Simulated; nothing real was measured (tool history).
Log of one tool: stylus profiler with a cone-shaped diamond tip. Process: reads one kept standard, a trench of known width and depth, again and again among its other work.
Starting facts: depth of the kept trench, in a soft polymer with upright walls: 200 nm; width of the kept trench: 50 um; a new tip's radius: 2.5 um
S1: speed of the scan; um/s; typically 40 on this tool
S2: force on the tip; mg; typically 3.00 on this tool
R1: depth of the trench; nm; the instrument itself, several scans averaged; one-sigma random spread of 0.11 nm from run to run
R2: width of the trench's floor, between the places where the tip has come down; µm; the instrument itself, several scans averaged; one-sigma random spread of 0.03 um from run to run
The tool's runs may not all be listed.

{"run": 1, "hour": 0.0, "S1": 40, "S2": 3.0, "R1": 201.75, "R2": 47.66}
{"run": 2, "hour": 24.3, "S1": 40, "S2": 3.0, "R1": 202.06, "R2": 47.68}
{"run": 3, "hour": 66.9, "S1": 40, "S2": 3.0, "R1": 201.84, "R2": 47.67}
{"run": 4, "hour": 102.1, "S1": 129, "S2": 3.0, "R1": 202.02, "R2": 47.19}
{"run": 5, "hour": 121.4, "S1": 40, "S2": 3.0, "R1": 201.77, "R2": 47.65}
{"run": 6, "hour": 143.1, "S1": 40, "S2": 3.0, "R1": 201.94, "R2": 47.68}
{"run": 7, "hour": 181.3, "S1": 40, "S2": 3.0, "R1": 201.98, "R2": 47.65}
{"run": 8, "hour": 211.3, "S1": 40, "S2": 3.0, "R1": 201.96, "R2": 47.66}
{"run": 9, "hour": 247.7, "S1": 40, "S2": 3.0, "R1": 201.89, "R2": 47.65}
{"run": 10, "hour": 270.8, "S1": 40, "S2": 3.0, "R1": 201.9, "R2": 47.64}
{"run": 11, "hour": 313.4, "S1": 40, "S2": 3.0, "R1": 202.13, "R2": 47.62}
{"run": 12, "hour": 343.0, "S1": 40, "S2": 3.0, "R1": 201.88, "R2": 47.64}
{"run": 13, "hour": 365.7, "S1": 21, "S2": 3.0, "R1": 201.98, "R2": 47.75}
{"run": 14, "hour": 400.5, "S1": 21, "S2": 3.0, "R1": 202.04, "R2": 47.71}
{"run": 15, "hour": 431.5, "S1": 40, "S2": 3.0, "R1": 201.95, "R2": 47.56}
{"run": 16, "hour": 463.1, "S1": 40, "S2": 2.56, "R1": 201.98, "R2": 47.56}
{"run": 17, "hour": 494.6, "S1": 20, "S2": 3.0, "R1": 202.08, "R2": 47.67}
{"run": 18, "hour": 515.3, "S1": 20, "S2": 3.0, "R1": 202.13, "R2": 47.72}
{"run": 19, "hour": 546.1, "S1": 20, "S2": 3.0, "R1": 202.1, "R2": 47.67}
{"run": 20, "hour": 587.3, "S1": 52, "S2": 3.0, "R1": 202.0, "R2": 47.53}
{"run": 21, "hour": 620.3, "S1": 52, "S2": 3.0, "R1": 202.28, "R2": 47.54}
{"run": 22, "hour": 659.6, "S1": 52, "S2": 3.0, "R1": 202.15, "R2": 47.43}
{"run": 23, "hour": 695.4, "S1": 52, "S2": 3.0, "R1": 202.19, "R2": 47.51}
{"run": 24, "hour": 726.7, "S1": 13, "S2": 1.5, "R1": 201.49, "R2": 47.64}
{"run": 25, "hour": 744.9, "S1": 13, "S2": 2.93, "R1": 202.28, "R2": 47.67}
{"run": 26, "hour": 768.2, "S1": 22, "S2": 5.49, "R1": 202.97, "R2": 47.64}
{"run": 27, "hour": 790.1, "S1": 23, "S2": 5.44, "R1": 203.08, "R2": 47.65}
{"run": 28, "hour": 827.4, "S1": 140, "S2": 6.17, "R1": 203.33, "R2": 47.2}
{"run": 29, "hour": 852.4, "S1": 25, "S2": 6.28, "R1": 203.06, "R2": 47.66}
{"run": 30, "hour": 891.5, "S1": 30, "S2": 1.41, "R1": 201.34, "R2": 47.49}
{"run": 31, "hour": 926.1, "S1": 30, "S2": 1.41, "R1": 201.67, "R2": 47.48}
{"run": 32, "hour": 952.3, "S1": 30, "S2": 1.41, "R1": 201.42, "R2": 47.48}
{"run": 33, "hour": 991.2, "S1": 26, "S2": 6.12, "R1": 203.23, "R2": 47.57}
{"run": 34, "hour": 1018.6, "S1": 26, "S2": 6.12, "R1": 203.34, "R2": 47.57}
{"run": 35, "hour": 1040.0, "S1": 26, "S2": 2.25, "R1": 202.06, "R2": 47.49}
{"run": 36, "hour": 1063.5, "S1": 21, "S2": 8.17, "R1": 203.96, "R2": 47.61}
{"run": 37, "hour": 1089.5, "S1": 40, "S2": 8.68, "R1": 204.0, "R2": 47.55}
{"run": 38, "hour": 1127.6, "S1": 40, "S2": 8.68, "R1": 203.89, "R2": 47.49}
{"run": 39, "hour": 1146.1, "S1": 52, "S2": 4.66, "R1": 202.78, "R2": 47.44}
{"run": 40, "hour": 1178.1, "S1": 52, "S2": 7.11, "R1": 203.69, "R2": 47.43}
{"run": 41, "hour": 1207.3, "S1": 39, "S2": 3.52, "R1": 202.59, "R2": 47.4}
{"run": 42, "hour": 1245.5, "S1": 39, "S2": 3.52, "R1": 202.65, "R2": 47.43}
{"run": 43, "hour": 1273.8, "S1": 39, "S2": 3.52, "R1": 202.62, "R2": 47.45}
{"run": 44, "hour": 1313.3, "S1": 51, "S2": 2.27, "R1": 202.01, "R2": 47.32}
{"run": 45, "hour": 1344.1, "S1": 51, "S2": 2.27, "R1": 202.09, "R2": 47.29}
{"run": 46, "hour": 1383.3, "S1": 51, "S2": 2.27, "R1": 202.15, "R2": 47.27}

Hidden state or all else? Some run-to-run changes of R1, split into what the settings, what came in and random variation would give without the hidden state, and what is left for the hidden state (with any gauge scatter that isn't in both results):
Unlogged tool condition in this case: radius of the tip, um; height scale over the true one, %; drift of the gauge itself on depth_nm, %; drift of the gauge itself on floor_um, %.
Run 3 -> 4: S1 40 -> 129. R1 +0.18 nm: hidden state +0.02, all else +0.16.
Run 6 -> 7: nothing adjusted, nothing logged. R1 +0.04 nm: hidden state +0.02, all else +0.02.
Run 8 -> 9: nothing adjusted, nothing logged. R1 -0.07 nm: hidden state +0.02, all else -0.09.
Run 29 -> 30: S1 25 -> 30, S2 6.28 -> 1.41. R1 -1.72 nm: hidden state +0.01, all else -1.73.
Run 32 -> 33: S1 30 -> 26, S2 1.41 -> 6.12. R1 +1.81 nm: hidden state +0.02, all else +1.79.
Run 35 -> 36: S1 26 -> 21, S2 2.25 -> 8.17. R1 +1.90 nm: hidden state +0.02, all else +1.88.
